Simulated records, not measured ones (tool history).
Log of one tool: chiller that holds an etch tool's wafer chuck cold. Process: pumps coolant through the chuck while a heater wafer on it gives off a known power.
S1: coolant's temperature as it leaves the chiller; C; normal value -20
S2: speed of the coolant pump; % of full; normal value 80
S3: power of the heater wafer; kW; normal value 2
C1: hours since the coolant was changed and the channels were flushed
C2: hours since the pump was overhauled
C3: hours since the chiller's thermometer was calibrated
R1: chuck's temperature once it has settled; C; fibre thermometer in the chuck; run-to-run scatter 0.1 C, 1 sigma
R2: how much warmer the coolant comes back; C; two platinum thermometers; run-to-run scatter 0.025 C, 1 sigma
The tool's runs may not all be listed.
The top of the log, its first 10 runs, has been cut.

Run 11, day 23.004: usual settings but S2 83 % of full; C1 3312; C2 1770; C3 802. Result: R1 -6.7 C, R2 4.06 C.
Run 12, day 25.117: usual settings; C1 3363; C2 1820; C3 853. Result: R1 -6.3 C, R2 4.24 C.
Run 13, day 26.729: usual settings; C1 3402; C2 1859; C3 892. Result: R1 -6.3 C, R2 4.25 C.
Run 14, day 30.604: usual settings; C1 3495; C2 1952; C3 985. Result: R1 -6.3 C, R2 4.24 C.
Run 15, day 33.029: usual settings but S2 69 % of full; C1 3553; C2 2010; C3 1043. Result: R1 -4.4 C, R2 4.9 C.
Run 16, day 36.721: usual settings but S2 69 % of full; C1 3641; C2 2099; C3 1131. Result: R1 -4.4 C, R2 4.95 C.
Run 17, day 38.512: usual settings but S2 69 % of full; C1 3684; C2 2142; C3 1174. Result: R1 -4.4 C, R2 4.92 C.
Run 18, day 40.221: usual settings but S1 -16 C, S2 72 % of full, S3 1.033 kW; C1 3725; C2 2183; C3 1215. Result: R1 -8.2 C, R2 2.4 C.
Run 19, day 43.65: usual settings but S1 -16 C, S2 100 % of full, S3 2.385 kW; C1 3808; C2 2265; C3 1298. Result: R1 -2.7 C, R2 3.98 C.
Run 20, day 45.308: usual settings but S1 -16 C, S2 100 % of full, S3 2.385 kW; C1 3848; C2 2305; C3 1337. Result: R1 -2.7 C, R2 4.08 C.
Run 21, day 48.871: usual settings but S1 -16 C, S2 100 % of full, S3 2.385 kW; C1 3933; C2 2390; C3 1423. Result: R1 -2.7 C, R2 4.02 C.
Run 22, day 52.054: usual settings but S1 -16 C, S2 90 % of full, S3 1.228 kW; C1 4009; C2 2467; C3 1499. Result: R1 -8.3 C, R2 2.31 C.
Run 23, day 54.779: usual settings but S1 -27 C, S2 88 % of full, S3 1.565 kW; C1 4075; C2 2532; C3 1565. Result: R1 -17.1 C, R2 2.97 C.
Run 24, day 58.692: usual settings but S3 1.429 kW; C1 4169; C2 2626; C3 1659. Result: R1 -10.1 C, R2 3.04 C.
Run 25, day 61.267: usual settings but S3 1.429 kW; C1 4231; C2 2688; C3 1720. Result: R1 -10.2 C, R2 3 C.
Run 26, day 63.025: usual settings but S3 1.429 kW; C1 4273; C2 2730; C3 1763. Result: R1 -10.2 C, R2 3.04 C.
Run 27, day 66.942: usual settings but S3 1.61 kW; C1 4367; C2 2824; C3 1857. Result: R1 -8.9 C, R2 3.37 C.
Run 28, day 70.396: usual settings but S1 -15 C, S2 70 % of full, S3 1.955 kW; C1 4450; C2 2907; C3 1940. Result: R1 0 C, R2 4.74 C.
Run 29, day 74.075: usual settings but S1 -12 C, S2 74 % of full, S3 2.759 kW; C1 4538; C2 2995; C3 2028. Result: R1 8.1 C, R2 6.26 C.
Run 30, day 77.862: usual settings but S1 -14 C, S2 64 % of full, S3 1.234 kW; C1 4629; C2 3086; C3 2119. Result: R1 -3.8 C, R2 3.22 C.
Run 31, day 81.208: usual settings but S1 -14 C, S2 64 % of full, S3 1.234 kW; C1 4709; C2 3166; C3 2199. Result: R1 -3.8 C, R2 3.24 C.

3 options for the next run, each taken on its own from the tool as it stands now. Forecast them:
Run A, day 84.288: usual settings but S1 -14 C, S2 64 % of full, S3 1.109 kW; C1 4783; C2 3240; C3 2273. Result: R1 ?, R2 ?.
Run B, day 84.288: usual settings but S1 -15 C, S2 97 % of full, S3 1.399 kW; C1 4783; C2 3240; C3 2273. Result: R1 ?, R2 ?.
Run C, day 84.288: usual settings but S1 -26 C, S2 77 % of full, S3 2.198 kW; C1 4783; C2 3240; C3 2273. Result: R1 ?, R2 ?.

run     R1    R2
  A   -4.7  2.93
  B     -7  2.42
  C  -10.5  4.83
What these runs would have given with no unlogged condition in the tool:
run     R1    R2
  A   -4.7  2.93
  B     -7  2.42
  C  -10.6  4.83
